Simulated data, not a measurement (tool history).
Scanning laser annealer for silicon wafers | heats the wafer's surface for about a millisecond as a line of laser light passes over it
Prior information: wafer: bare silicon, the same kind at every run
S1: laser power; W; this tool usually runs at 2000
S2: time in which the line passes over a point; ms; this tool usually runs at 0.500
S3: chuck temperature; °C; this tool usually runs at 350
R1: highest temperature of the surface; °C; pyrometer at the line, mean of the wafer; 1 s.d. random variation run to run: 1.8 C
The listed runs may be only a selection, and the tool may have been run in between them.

Run 1, hour 0.0: usual settings. Result: R1 1019 °C.
Run 2, hour 19.0: usual settings. Result: R1 1018 °C.
Run 3, hour 33.6: usual settings. Result: R1 1018 °C.
Run 4, hour 56.5: usual settings. Result: R1 1016 °C.
Run 5, hour 70.7: usual settings. Result: R1 1018 °C.
At hour 74.2: window over the wafer cleaned.
Run 6, hour 87.5: usual settings but S1 2024 W. Result: R1 1054 °C.
Run 7, hour 107.5: usual settings but S3 376 °C. Result: R1 1069 °C.
Run 8, hour 127.4: usual settings but S3 376 °C. Result: R1 1072 °C.
Run 9, hour 140.9: usual settings but S2 0.383 ms, S3 376 °C. Result: R1 976 °C.
Run 10, hour 161.2: usual settings but S2 0.383 ms, S3 376 °C. Result: R1 977 °C.
Run 11, hour 171.1: usual settings but S1 2054 W, S2 0.362 ms, S3 324 °C. Result: R1 924 °C.
Run 12, hour 181.5: usual settings but S1 2054 W, S2 0.362 ms, S3 324 °C. Result: R1 924 °C.
Run 13, hour 191.8: usual settings but S1 1821 W, S2 0.362 ms, S3 335 °C. Result: R1 864 °C.
At hour 198.4: optics aligned, line set to its width.
Run 14, hour 211.9: usual settings but S1 1821 W, S2 0.362 ms, S3 335 °C. Result: R1 871 °C.
Run 15, hour 235.6: usual settings but S2 0.392 ms, S3 319 °C. Result: R1 935 °C.
Run 16, hour 246.1: usual settings but S2 0.456 ms, S3 378 °C. Result: R1 1046 °C.

For run 17, what comes out?
Run 17, hour 258.0: usual settings but S1 2127 W, S2 0.480 ms, S3 355 °C. Result: R1 ?.

{"run 17": {"R1": 1087}}
Without the tool's hidden state the same run would have given R1 1092 °C.
